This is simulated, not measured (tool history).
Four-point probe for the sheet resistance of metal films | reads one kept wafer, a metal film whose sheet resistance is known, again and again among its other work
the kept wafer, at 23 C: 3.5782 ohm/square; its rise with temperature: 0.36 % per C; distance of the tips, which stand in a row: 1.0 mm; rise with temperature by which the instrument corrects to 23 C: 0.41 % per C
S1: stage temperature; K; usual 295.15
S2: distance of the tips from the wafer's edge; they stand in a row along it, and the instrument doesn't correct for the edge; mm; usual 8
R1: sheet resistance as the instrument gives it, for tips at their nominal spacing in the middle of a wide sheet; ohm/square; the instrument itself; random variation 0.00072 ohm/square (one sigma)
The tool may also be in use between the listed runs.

{"run": 1, "hour": 0.0, "S1": 295.15, "S2": 8, "R1": 3.599674}
{"run": 2, "hour": 90.0, "S1": 295.15, "S2": 8, "R1": 3.59941}
{"run": 3, "hour": 208.0, "S1": 295.15, "S2": 8, "R1": 3.5981}
{"run": 4, "hour": 296.9, "S1": 299.15, "S2": 8, "R1": 3.59076}
{"run": 5, "hour": 427.7, "S1": 299.15, "S2": 8, "R1": 3.589097}
{"hour": 441.6, "done": "stage's thermometer calibrated"}
{"run": 6, "hour": 550.9, "S1": 293.15, "S2": 8, "R1": 3.599375}
{"run": 7, "hour": 642.9, "S1": 307.15, "S2": 8, "R1": 3.574}
{"run": 8, "hour": 763.6, "S1": 306.15, "S2": 31, "R1": 3.546509}
{"run": 9, "hour": 890.6, "S1": 294.15, "S2": 4, "R1": 3.681429}
{"run": 10, "hour": 965.9, "S1": 294.15, "S2": 4, "R1": 3.680827}
{"run": 11, "hour": 1060.9, "S1": 300.15, "S2": 13, "R1": 3.564145}
{"run": 12, "hour": 1129.0, "S1": 293.15, "S2": 5, "R1": 3.640448}
{"hour": 1148.7, "done": "stage's thermometer calibrated, once more"}
{"run": 13, "hour": 1259.3, "S1": 293.15, "S2": 5, "R1": 3.638272}

4 ways to go on from here, each from the tool as it stands after run 13. What would each give?
{"run": "A", "hour": 1319.3, "S1": 304.15, "S2": 71, "R1": "?"}
{"run": "B", "hour": 1319.3, "S1": 292.15, "S2": 23, "R1": "?"}
{"run": "C", "hour": 1319.3, "S1": 293.15, "S2": 16, "R1": "?"}
{"run": "D", "hour": 1319.3, "S1": 304.15, "S2": 10, "R1": "?"}

run=A R1=3.542658
run=B R1=3.567408
run=C R1=3.569704
run=D R1=3.561209
Without the tool's hidden state the same runs would have given:
run=A R1=3.564670
run=B R1=3.589517
run=C R1=3.591829
run=D R1=3.583327
